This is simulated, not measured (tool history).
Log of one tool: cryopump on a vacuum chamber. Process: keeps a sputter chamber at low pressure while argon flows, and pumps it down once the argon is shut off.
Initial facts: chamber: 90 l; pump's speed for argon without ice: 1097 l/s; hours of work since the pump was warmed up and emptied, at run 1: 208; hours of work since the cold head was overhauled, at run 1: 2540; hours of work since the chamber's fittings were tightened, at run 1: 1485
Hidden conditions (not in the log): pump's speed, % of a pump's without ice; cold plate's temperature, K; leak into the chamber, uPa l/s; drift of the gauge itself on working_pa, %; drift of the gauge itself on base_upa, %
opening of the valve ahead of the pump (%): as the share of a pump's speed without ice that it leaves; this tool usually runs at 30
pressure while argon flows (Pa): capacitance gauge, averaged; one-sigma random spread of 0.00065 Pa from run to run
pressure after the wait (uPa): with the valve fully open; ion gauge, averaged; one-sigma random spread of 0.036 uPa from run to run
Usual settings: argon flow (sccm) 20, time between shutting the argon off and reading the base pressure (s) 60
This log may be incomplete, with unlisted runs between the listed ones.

run,hour,argon flow (sccm),time between shutting the argon off and reading the base pressure (s),opening of the valve ahead of the pump (%),hours of work since the pump was warmed up and emptied,hours of work since the cold head was overhauled,hours of work since the chamber's fittings were tightened,pressure while argon flows (Pa),pressure after the wait (uPa)
1,0,20,60,30,208,2540,1485,0.1053,3.67
2,93,20,60,30,285,2616,1561,0.105,3.87
3,138.1,20,60,30,322,2654,1599,0.1059,4.03
4,208,20,60,30,380,2711,1656,0.1062,3.99
5,295.2,20,60,30,452,2783,1728,0.1075,4.18
6,371,20,60,30,514,2846,1791,0.1074,4.19
7,434.7,20,60,30,567,2899,1844,0.1074,4.37
8,509.2,20,60,30,629,2960,1905,0.1091,4.46
9,590.7,20,60,30,696,3027,1972,0.1095,4.65
10,642.5,33,60,30,739,3070,2015,0.1798,4.72
11,718.5,11,60,30,801,3133,2078,0.0607,4.81
12,786.7,11,60,30,858,3189,2134,0.0613,4.93
13,872.8,11,60,30,929,3260,2205,0.0613,5.07
14,970.7,20,60,30,1010,3341,2286,0.1125,5.21
15,1046.2,20,60,30,1072,3404,2349,0.112,5.32
# hour 1058.5: pump warmed up, emptied and cooled again
16,1137.6,20,60,30,65,3475,2420,0.1053,4.64
17,1217.8,20,60,30,132,3541,2486,0.1052,4.82
18,1317.3,24,40,30,214,3623,2568,0.1268,5.63
19,1361.5,12,60,31,250,3660,2605,0.0616,5
20,1467.7,12,60,31,338,3748,2693,0.0617,5.04
21,1568.9,12,60,31,421,3831,2776,0.0614,5.44
22,1622,13,25,30,465,3875,2820,0.0698,8.01
23,1722.5,19,131,48,548,3958,2903,0.0672,4.6
24,1781.4,9,40,32,597,4007,2952,0.0455,6.63
25,1883.2,15,229,35,681,4091,3036,0.0712,4.52
# hour 1919.8: leaking fittings of the chamber tightened, without venting
26,1969.8,22,229,35,751,4161,41,0.1044,0.87
27,2074.5,22,229,35,837,4247,128,0.1064,0.96
28,2137.9,27,135,21,890,4299,180,0.2091,1.31
29,2201.3,16,155,21,942,4352,233,0.1249,1.35
30,2280.4,16,155,21,1008,4417,298,0.1253,1.46
31,2326.7,16,155,21,1046,4455,336,0.1258,1.51
# hour 2369.8: pump warmed up, emptied and cooled again
32,2396.9,20,52,30,22,4509,390,0.1042,2.73
33,2466.6,20,52,30,80,4567,447,0.1039,2.68
34,2573,20,52,22,168,4655,535,0.1436,2.84

Predict each of these 4 candidate next runs independently; none follows another, all start after run 34:
A,2661.3,20,167,54,241,4728,608,?,?
B,2661.3,20,60,26,241,4728,608,?,?
C,2661.3,27,60,33,241,4728,608,?,?
D,2661.3,20,60,43,241,4728,608,?,?

run,pressure while argon flows (Pa),pressure after the wait (uPa)
A,0.0591,1.68
B,0.1221,2.69
C,0.1283,2.66
D,0.0753,2.74
What these runs would have given with no unlogged condition in the tool:
run,pressure while argon flows (Pa),pressure after the wait (uPa)
A,0.0559,0.99
B,0.119,2.01
C,0.1241,1.99
D,0.0721,2.06
